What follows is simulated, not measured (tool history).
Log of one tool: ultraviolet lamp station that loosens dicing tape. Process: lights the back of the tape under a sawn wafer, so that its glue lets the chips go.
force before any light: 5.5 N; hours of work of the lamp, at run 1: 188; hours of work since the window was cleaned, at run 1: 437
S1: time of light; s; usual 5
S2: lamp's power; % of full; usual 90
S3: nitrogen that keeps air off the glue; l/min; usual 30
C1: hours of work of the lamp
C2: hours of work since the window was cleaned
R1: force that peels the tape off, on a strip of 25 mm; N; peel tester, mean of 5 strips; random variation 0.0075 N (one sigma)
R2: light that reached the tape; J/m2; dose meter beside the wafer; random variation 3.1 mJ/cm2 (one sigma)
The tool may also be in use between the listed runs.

run,day,S1,S2,S3,C1,C2,R1,R2
1,0,5,90,30,188,437,0.352,3870
2,1.017,5,90,25,200,448,0.381,3900
# day 2.058: window cleaned of glue's vapour
3,2.071,5,90,25,211,0,0.426,3610
4,3.079,5,90,16,222,11,0.627,3580
5,4.121,5,90,16,234,23,0.6,3580
6,5.583,4,90,16,250,39,0.88,2810
# day 5.988: window cleaned of glue's vapour, once more
7,6.592,4,90,16,261,7,0.596,3410
8,7.867,4,90,16,275,21,0.638,3410
9,9.575,4,90,16,294,40,0.641,3410
10,10.546,4,90,16,305,51,0.685,3370
11,12.025,6,90,13,322,67,0.393,5030
12,13.746,6,90,13,341,86,0.398,4950
13,14.638,5,95,29,351,96,0.308,4390
14,15.554,6,64,25,361,106,0.455,3530
15,16.867,3,64,26,375,121,1.312,1730
16,17.871,4,90,20,387,132,0.575,3270
17,18.821,5,90,20,397,143,0.423,4030
18,20.488,10,83,17,416,161,0.235,7380

Forecast each of these 3 alternatives for the next run:
A,21.996,5,90,36,432,178,?,?
B,21.996,5,76,51,432,178,?,?
C,21.996,10,66,19,432,178,?,?

run,R1,R2
A,0.3,3970
B,0.329,3360
C,0.267,5880
Without the tool's hidden state the same runs would have given:
run,R1,R2
A,0.253,4700
B,0.274,3980
C,0.239,6960
